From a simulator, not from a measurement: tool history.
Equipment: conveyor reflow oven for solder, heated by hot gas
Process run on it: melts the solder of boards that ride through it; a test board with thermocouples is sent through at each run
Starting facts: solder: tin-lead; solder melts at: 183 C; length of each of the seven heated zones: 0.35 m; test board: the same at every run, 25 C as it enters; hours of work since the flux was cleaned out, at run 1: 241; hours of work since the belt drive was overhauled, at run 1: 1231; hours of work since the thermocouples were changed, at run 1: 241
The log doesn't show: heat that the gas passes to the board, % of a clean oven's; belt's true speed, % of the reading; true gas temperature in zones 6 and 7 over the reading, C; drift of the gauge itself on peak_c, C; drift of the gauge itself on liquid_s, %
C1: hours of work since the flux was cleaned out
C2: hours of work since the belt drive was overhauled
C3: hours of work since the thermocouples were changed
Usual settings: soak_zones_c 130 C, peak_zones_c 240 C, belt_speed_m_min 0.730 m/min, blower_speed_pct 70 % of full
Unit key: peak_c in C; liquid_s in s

Run 1, hour 0.0: usual settings; C1 241; C2 1231; C3 241. Result: peak_c 218.0 C, liquid_s 43.1 s.
Run 2, hour 53.9: usual settings; C1 272; C2 1263; C3 272. Result: peak_c 218.6 C, liquid_s 42.6 s.
Run 3, hour 92.0: usual settings; C1 294; C2 1285; C3 294. Result: peak_c 218.9 C, liquid_s 43.1 s.
Run 4, hour 115.6: usual settings; C1 308; C2 1298; C3 308. Result: peak_c 217.9 C, liquid_s 42.4 s.
Run 5, hour 170.3: usual settings; C1 340; C2 1330; C3 340. Result: peak_c 218.3 C, liquid_s 42.7 s.
Run 6, hour 216.6: usual settings but soak_zones_c 142 C; C1 367; C2 1357; C3 367. Result: peak_c 219.8 C, liquid_s 47.5 s.
Run 7, hour 258.4: usual settings but soak_zones_c 142 C; C1 391; C2 1381; C3 391. Result: peak_c 219.7 C, liquid_s 46.8 s.
Run 8, hour 304.1: usual settings but soak_zones_c 142 C; C1 417; C2 1407; C3 417. Result: peak_c 218.9 C, liquid_s 46.6 s.
Run 9, hour 337.2: usual settings but soak_zones_c 142 C; C1 436; C2 1427; C3 436. Result: peak_c 219.1 C, liquid_s 46.7 s.
At hour 358.5: flux residue cleaned out of gas plates and filters.
Run 10, hour 386.2: usual settings; C1 16; C2 1452; C3 462. Result: peak_c 220.8 C, liquid_s 45.1 s.
Run 11, hour 442.9: usual settings but belt_speed_m_min 0.725 m/min; C1 49; C2 1485; C3 495. Result: peak_c 220.9 C, liquid_s 45.3 s.
Run 12, hour 467.3: usual settings but belt_speed_m_min 0.725 m/min; C1 63; C2 1499; C3 509. Result: peak_c 220.1 C, liquid_s 45.2 s.
Run 13, hour 510.4: usual settings; C1 88; C2 1524; C3 534. Result: peak_c 219.2 C, liquid_s 44.2 s.
Run 14, hour 538.7: usual settings; C1 104; C2 1540; C3 550. Result: peak_c 219.4 C, liquid_s 44.5 s.
Run 15, hour 574.4: usual settings but peak_zones_c 231 C; C1 125; C2 1561; C3 571. Result: peak_c 211.8 C, liquid_s 39.6 s.
Run 16, hour 622.8: usual settings but belt_speed_m_min 0.772 m/min; C1 153; C2 1589; C3 599. Result: peak_c 217.3 C, liquid_s 40.6 s.
Run 17, hour 652.2: usual settings but belt_speed_m_min 0.772 m/min; C1 170; C2 1606; C3 616. Result: peak_c 217.1 C, liquid_s 39.7 s.
Run 18, hour 677.6: usual settings but belt_speed_m_min 0.772 m/min; C1 185; C2 1621; C3 631. Result: peak_c 217.0 C, liquid_s 39.6 s.
Run 19, hour 701.0: usual settings but belt_speed_m_min 0.613 m/min; C1 198; C2 1635; C3 644. Result: peak_c 224.7 C, liquid_s 57.2 s.
At hour 731.8: thermocouples of zones 6 and 7 changed.
Run 20, hour 741.8: usual settings but belt_speed_m_min 0.613 m/min; C1 221; C2 1657; C3 6. Result: peak_c 225.5 C, liquid_s 57.7 s.
Run 21, hour 783.9: usual settings but belt_speed_m_min 0.613 m/min; C1 245; C2 1681; C3 30. Result: peak_c 225.5 C, liquid_s 57.7 s.
Run 22, hour 813.7: usual settings but soak_zones_c 116 C, blower_speed_pct 60 % of full; C1 263; C2 1699; C3 47. Result: peak_c 214.1 C, liquid_s 36.7 s.
Run 23, hour 850.8: usual settings but soak_zones_c 116 C, peak_zones_c 233 C, blower_speed_pct 60 % of full; C1 284; C2 1720; C3 69. Result: peak_c 208.3 C, liquid_s 32.1 s.
At hour 866.7: belt drive overhauled, speed set with a stopwatch.
Run 24, hour 881.1: usual settings but soak_zones_c 116 C, peak_zones_c 233 C, blower_speed_pct 60 % of full; C1 299; C2 8; C3 84. Result: peak_c 205.3 C, liquid_s 28.5 s.
Run 25, hour 913.1: usual settings but peak_zones_c 245 C, blower_speed_pct 75 % of full; C1 318; C2 27; C3 103. Result: peak_c 222.1 C, liquid_s 43.5 s.
Run 26, hour 945.2: usual settings but peak_zones_c 245 C, blower_speed_pct 75 % of full; C1 336; C2 45; C3 121. Result: peak_c 221.8 C, liquid_s 43.1 s.
Run 27, hour 975.3: usual settings but blower_speed_pct 59 % of full; C1 354; C2 63; C3 139. Result: peak_c 212.3 C, liquid_s 36.9 s.
Run 28, hour 1000.9: usual settings but blower_speed_pct 59 % of full; C1 369; C2 78; C3 154. Result: peak_c 213.1 C, liquid_s 37.7 s.
Run 29, hour 1052.5: usual settings but blower_speed_pct 59 % of full; C1 399; C2 108; C3 183. Result: peak_c 212.7 C, liquid_s 37.2 s.
Run 30, hour 1101.6: usual settings but soak_zones_c 124 C, peak_zones_c 254 C, blower_speed_pct 63 % of full; C1 427; C2 136; C3 212. Result: peak_c 223.8 C, liquid_s 42.8 s.

3 options for the next run, each taken on its own from the tool as it stands now. Forecast them:
At hour 1138.5: flux residue cleaned out of gas plates and filters.
Run A, hour 1138.5: usual settings but soak_zones_c 124 C, peak_zones_c 231 C, blower_speed_pct 63 % of full; C1 0; C2 155; C3 230. Result: peak_c ?, liquid_s ?.
At hour 1138.5: flux residue cleaned out of gas plates and filters.
Run B, hour 1138.5: usual settings but soak_zones_c 118 C, peak_zones_c 254 C, belt_speed_m_min 0.874 m/min, blower_speed_pct 63 % of full; C1 0; C2 155; C3 230. Result: peak_c ?, liquid_s ?.
At hour 1138.5: flux residue cleaned out of gas plates and filters.
Run C, hour 1138.5: usual settings but peak_zones_c 251 C; C1 0; C2 155; C3 230. Result: peak_c ?, liquid_s ?.

run  peak_c  liquid_s
  A   209.7      33.5
  B   218.5      32.2
  C   229.7      47.6
With no hidden state in the tool, these same runs would have given:
run  peak_c  liquid_s
  A   210.1      33.7
  B   218.9      32.2
  C   230.2      47.6

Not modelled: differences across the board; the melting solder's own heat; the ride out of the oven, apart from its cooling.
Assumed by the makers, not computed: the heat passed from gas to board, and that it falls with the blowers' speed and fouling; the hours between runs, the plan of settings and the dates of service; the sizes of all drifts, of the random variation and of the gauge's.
